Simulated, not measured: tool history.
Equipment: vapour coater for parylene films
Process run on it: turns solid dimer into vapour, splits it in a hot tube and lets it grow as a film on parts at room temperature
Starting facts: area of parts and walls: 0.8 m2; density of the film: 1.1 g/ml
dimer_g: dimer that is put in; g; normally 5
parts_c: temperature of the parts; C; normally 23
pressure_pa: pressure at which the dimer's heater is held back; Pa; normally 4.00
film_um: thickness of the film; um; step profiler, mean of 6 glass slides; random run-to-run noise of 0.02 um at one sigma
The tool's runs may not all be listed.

run 1 hour=0.0 | dimer_g=5 parts_c=23 pressure_pa=4.00 | film_um=4.00
run 2 hour=22.9 | dimer_g=5 parts_c=23 pressure_pa=4.00 | film_um=3.97
run 3 hour=36.6 | dimer_g=6 parts_c=23 pressure_pa=4.00 | film_um=4.74
run 4 hour=49.4 | dimer_g=6 parts_c=23 pressure_pa=4.00 | film_um=4.75
run 5 hour=70.4 | dimer_g=6 parts_c=23 pressure_pa=4.00 | film_um=4.73
run 6 hour=89.0 | dimer_g=4 parts_c=23 pressure_pa=4.00 | film_um=3.17
run 7 hour=104.9 | dimer_g=6 parts_c=23 pressure_pa=4.00 | film_um=4.73
run 8 hour=120.6 | dimer_g=5 parts_c=22 pressure_pa=2.53 | film_um=4.12
run 9 hour=132.5 | dimer_g=2 parts_c=22 pressure_pa=2.39 | film_um=1.65
run 10 hour=146.3 | dimer_g=6 parts_c=16 pressure_pa=4.51 | film_um=5.27
run 11 hour=173.1 | dimer_g=6 parts_c=16 pressure_pa=4.51 | film_um=5.33

Each row is a separate what-if for the run after 11, all from the same tool condition, not one after another. Results?
run A hour=186.9 | dimer_g=6 parts_c=33 pressure_pa=4.51 | film_um=?
run B hour=186.9 | dimer_g=4 parts_c=18 pressure_pa=2.92 | film_um=?
run C hour=186.9 | dimer_g=8 parts_c=21 pressure_pa=4.99 | film_um=?

run=A film_um=4.00
run=B film_um=3.47
run=C film_um=6.46
The same runs, with their run-to-run variation unchanged, on a tool lacking any hidden condition would have given:
run=A film_um=4.12
run=B film_um=3.57
run=C film_um=6.66
